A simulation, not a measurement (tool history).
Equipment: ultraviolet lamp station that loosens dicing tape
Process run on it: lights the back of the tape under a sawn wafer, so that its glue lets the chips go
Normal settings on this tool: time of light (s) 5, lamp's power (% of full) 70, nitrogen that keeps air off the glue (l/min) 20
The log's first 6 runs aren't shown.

| run | hour | time of light (s) | lamp's power (% of full) | nitrogen that keeps air off the glue (l/min) | force that peels the tape off (N) | light that reached the tape (J/m2) |
|---|---|---|---|---|---|---|
| 7 | 64.8 | 5 | 79 | 20 | 0.265 | 4170 |
| 8 | 75.5 | 6 | 70 | 20 | 0.247 | 4460 |
| 9 | 87.7 | 6 | 70 | 20 | 0.241 | 4470 |
| 10 | 98.2 | 6 | 70 | 20 | 0.235 | 4400 |
| 11 | 106.7 | 6 | 70 | 20 | 0.245 | 4460 |
| 12 | 114.2 | 5 | 93 | 20 | 0.224 | 4940 |
| 13 | 128.6 | 5 | 93 | 21 | 0.218 | 4980 |
|  | 139.3 | window cleaned of glue's vapour |
| 14 | 139.8 | 5 | 70 | 20 | 0.338 | 3710 |
| 15 | 153.9 | 5 | 70 | 20 | 0.323 | 3700 |
| 16 | 164.1 | 5 | 70 | 20 | 0.331 | 3720 |
| 17 | 171.5 | 5 | 95 | 20 | 0.213 | 5020 |
| 18 | 179 | 4 | 70 | 20 | 0.529 | 2950 |
| 19 | 188 | 4 | 70 | 20 | 0.542 | 2980 |
| 20 | 195.7 | 4 | 70 | 20 | 0.529 | 2970 |
| 21 | 201.7 | 4 | 70 | 20 | 0.523 | 2980 |
| 22 | 213.6 | 5 | 70 | 20 | 0.313 | 3690 |

Run 23, settings as shown, results not yet in. Your forecast:
| 23 | 223.4 | 5 | 70 | 20 | ? | ? |

force that peels the tape off (N): 0.333
light that reached the tape (J/m2): 3710
The same run, on a tool lacking any hidden state, would have yielded force that peels the tape off (N) 0.332, light that reached the tape (J/m2) 3720.
